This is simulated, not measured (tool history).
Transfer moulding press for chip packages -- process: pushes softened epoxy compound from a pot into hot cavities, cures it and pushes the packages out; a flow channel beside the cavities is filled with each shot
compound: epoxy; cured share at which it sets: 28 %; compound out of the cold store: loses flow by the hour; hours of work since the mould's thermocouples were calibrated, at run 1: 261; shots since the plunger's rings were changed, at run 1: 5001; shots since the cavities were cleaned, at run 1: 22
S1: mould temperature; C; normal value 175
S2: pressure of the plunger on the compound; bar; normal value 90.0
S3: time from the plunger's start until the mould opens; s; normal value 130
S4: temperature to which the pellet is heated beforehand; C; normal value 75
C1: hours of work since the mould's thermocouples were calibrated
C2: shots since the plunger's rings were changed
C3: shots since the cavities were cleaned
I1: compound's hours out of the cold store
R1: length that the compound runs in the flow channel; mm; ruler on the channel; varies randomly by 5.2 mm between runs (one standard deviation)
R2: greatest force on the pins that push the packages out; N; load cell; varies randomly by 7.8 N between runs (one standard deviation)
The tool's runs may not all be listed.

Run 1, hour 0.0: usual settings; C1 261; C2 5001; C3 22; I1 40.5. Result: R1 658 mm, R2 324 N.
Run 2, hour 43.5: usual settings; C1 280; C2 5289; C3 310; I1 34.2. Result: R1 669 mm, R2 344 N.
At hour 80.9: cavities cleaned with cleaning compound and waxed.
Run 3, hour 83.5: usual settings; C1 297; C2 5543; C3 17; I1 32.0. Result: R1 670 mm, R2 331 N.
Run 4, hour 117.4: usual settings but S2 87.4 bar; C1 312; C2 5769; C3 243; I1 37.6. Result: R1 649 mm, R2 324 N.
Run 5, hour 149.4: usual settings but S2 87.4 bar, S3 111 s; C1 326; C2 5981; C3 455; I1 27.2. Result: R1 668 mm, R2 434 N.
At hour 162.0: cavities cleaned with cleaning compound and waxed.
At hour 185.2: plunger's sealing rings changed.
Run 6, hour 194.0: usual settings but S2 87.4 bar, S3 111 s; C1 344; C2 59; C3 196; I1 24.1. Result: R1 669 mm, R2 414 N.
Run 7, hour 235.9: usual settings but S2 87.4 bar, S3 111 s; C1 362; C2 336; C3 473; I1 10.8. Result: R1 692 mm, R2 455 N.
At hour 246.2: cavities cleaned with cleaning compound and waxed.
Run 8, hour 262.0: usual settings but S2 87.4 bar, S3 111 s; C1 373; C2 499; C3 105; I1 24.2. Result: R1 678 mm, R2 434 N.
Run 9, hour 298.9: usual settings but S1 173 C, S2 87.4 bar, S3 111 s; C1 389; C2 744; C3 350; I1 15.6. Result: R1 686 mm, R2 514 N.
At hour 330.9: cavities cleaned with cleaning compound and waxed.
Run 10, hour 346.6: usual settings but S1 173 C, S2 87.4 bar, S3 111 s; C1 409; C2 1049; C3 104; I1 14.1. Result: R1 697 mm, R2 510 N.
Run 11, hour 382.4: usual settings; C1 425; C2 1287; C3 342; I1 32.5. Result: R1 677 mm, R2 332 N.
At hour 413.8: cavities cleaned with cleaning compound and waxed.
Run 12, hour 432.0: usual settings; C1 446; C2 1606; C3 121; I1 47.8. Result: R1 638 mm, R2 323 N.
Run 13, hour 485.7: usual settings; C1 470; C2 1961; C3 476; I1 8.4. Result: R1 704 mm, R2 335 N.
At hour 495.6: cavities cleaned with cleaning compound and waxed.
Run 14, hour 543.8: usual settings; C1 494; C2 2336; C3 319; I1 23.0. Result: R1 689 mm, R2 346 N.
At hour 578.2: cavities cleaned with cleaning compound and waxed.
Run 15, hour 592.8: usual settings; C1 515; C2 2651; C3 97; I1 15.7. Result: R1 689 mm, R2 342 N.
Run 16, hour 624.8: usual settings but S1 173 C, S2 101.3 bar; C1 529; C2 2863; C3 309; I1 24.6. Result: R1 721 mm, R2 360 N.
At hour 661.5: cavities cleaned with cleaning compound and waxed.
Run 17, hour 674.1: usual settings but S1 173 C, S2 76.8 bar, S3 125 s, S4 77 C; C1 550; C2 3180; C3 84; I1 39.5. Result: R1 613 mm, R2 375 N.
Run 18, hour 712.3: usual settings but S1 177 C, S2 76.8 bar, S3 152 s, S4 77 C; C1 567; C2 3433; C3 337; I1 19.9. Result: R1 638 mm, R2 309 N.
At hour 744.6: cavities cleaned with cleaning compound and waxed.
Run 19, hour 761.3: usual settings but S1 174 C, S2 71.3 bar, S3 161 s, S4 77 C; C1 588; C2 3747; C3 110; I1 38.4. Result: R1 590 mm, R2 304 N.
Run 20, hour 800.1: usual settings but S1 168 C, S2 104.4 bar, S3 154 s, S4 66 C; C1 605; C2 4004; C3 367; I1 38.5. Result: R1 729 mm, R2 366 N.
At hour 825.8: cavities cleaned with cleaning compound and waxed.
Run 21, hour 851.8: usual settings but S1 178 C, S2 104.4 bar, S3 129 s, S4 76 C; C1 627; C2 4337; C3 172; I1 8.2. Result: R1 756 mm, R2 315 N.
Run 22, hour 896.6: usual settings but S1 178 C, S2 74.0 bar, S3 129 s, S4 76 C; C1 646; C2 4634; C3 469; I1 20.1. Result: R1 624 mm, R2 328 N.
At hour 906.2: mould's thermocouples calibrated.
At hour 911.7: cavities cleaned with cleaning compound and waxed.
Run 23, hour 938.0: usual settings but S1 178 C, S2 74.0 bar, S3 129 s, S4 76 C; C1 13; C2 4885; C3 175; I1 43.4. Result: R1 589 mm, R2 327 N.
At hour 992.9: cavities cleaned with cleaning compound and waxed.
Run 24, hour 995.2: usual settings but S1 178 C, S2 108.0 bar, S3 132 s, S4 74 C; C1 38; C2 5254; C3 15; I1 15.2. Result: R1 754 mm, R2 305 N.
Run 25, hour 1048.5: usual settings but S1 178 C, S2 108.0 bar, S3 126 s, S4 74 C; C1 61; C2 5607; C3 368; I1 13.8. Result: R1 757 mm, R2 337 N.
At hour 1074.5: cavities cleaned with cleaning compound and waxed.
Run 26, hour 1078.4: usual settings but S1 178 C, S2 108.0 bar, S3 126 s, S4 74 C; C1 73; C2 5795; C3 26; I1 46.5. Result: R1 707 mm, R2 320 N.
Run 27, hour 1125.3: usual settings but S1 178 C, S2 85.3 bar, S3 126 s, S4 73 C; C1 94; C2 6106; C3 337; I1 10.1. Result: R1 680 mm, R2 327 N.

Entry by entry between the runs, the difference in hidden state between the last listed run before and the first listed run after:
Run 2 -> run 3: cavities cleaned with cleaning compound and waxed (hour 80.9)
  pressure that reaches the compound, % of what is set: 99.53 -> 99.51; grip of the stained cavities, % over clean ones': 1.2 -> 0.1
Run 5 -> run 6: cavities cleaned with cleaning compound and waxed (hour 162.0); plunger's sealing rings changed (hour 185.2)
  pressure that reaches the compound, % of what is set: 99.47 -> 99.99; grip of the stained cavities, % over clean ones': 1.5 -> 0.8
Run 7 -> run 8: cavities cleaned with cleaning compound and waxed (hour 246.2)
  pressure that reaches the compound, % of what is set: 99.97 -> 99.95; grip of the stained cavities, % over clean ones': 1.6 -> 0.5
Run 9 -> run 10: cavities cleaned with cleaning compound and waxed (hour 330.9)
  pressure that reaches the compound, % of what is set: 99.93 -> 99.9; grip of the stained cavities, % over clean ones': 1.3 -> 0.5
Run 11 -> run 12: cavities cleaned with cleaning compound and waxed (hour 413.8)
  pressure that reaches the compound, % of what is set: 99.88 -> 99.86; grip of the stained cavities, % over clean ones': 1.3 -> 0.6
Run 13 -> run 14: cavities cleaned with cleaning compound and waxed (hour 495.6)
  pressure that reaches the compound, % of what is set: 99.82 -> 99.79; grip of the stained cavities, % over clean ones': 1.6 -> 1.2
Run 14 -> run 15: cavities cleaned with cleaning compound and waxed (hour 578.2)
  pressure that reaches the compound, % of what is set: 99.79 -> 99.76; grip of the stained cavities, % over clean ones': 1.2 -> 0.4
Run 16 -> run 17: cavities cleaned with cleaning compound and waxed (hour 661.5)
  pressure that reaches the compound, % of what is set: 99.74 -> 99.72; grip of the stained cavities, % over clean ones': 1.2 -> 0.4
Run 18 -> run 19: cavities cleaned with cleaning compound and waxed (hour 744.6)
  true mould temperature over the reading, C: 0.06 -> 0.07; pressure that reaches the compound, % of what is set: 99.69 -> 99.67; grip of the stained cavities, % over clean ones': 1.2 -> 0.5
Run 20 -> run 21: cavities cleaned with cleaning compound and waxed (hour 825.8)
  pressure that reaches the compound, % of what is set: 99.65 -> 99.62; grip of the stained cavities, % over clean ones': 1.3 -> 0.7
Run 22 -> run 23: mould's thermocouples calibrated (hour 906.2); cavities cleaned with cleaning compound and waxed (hour 911.7)
  true mould temperature over the reading, C: 0.07 -> 0.01; pressure that reaches the compound, % of what is set: 99.59 -> 99.57; grip of the stained cavities, % over clean ones': 1.6 -> 0.8
Run 23 -> run 24: cavities cleaned with cleaning compound and waxed (hour 992.9)
  pressure that reaches the compound, % of what is set: 99.57 -> 99.54; grip of the stained cavities, % over clean ones': 0.8 -> 0.2
Run 25 -> run 26: cavities cleaned with cleaning compound and waxed (hour 1074.5)
  pressure that reaches the compound, % of what is set: 99.5 -> 99.49; grip of the stained cavities, % over clean ones': 1.4 -> 0.2
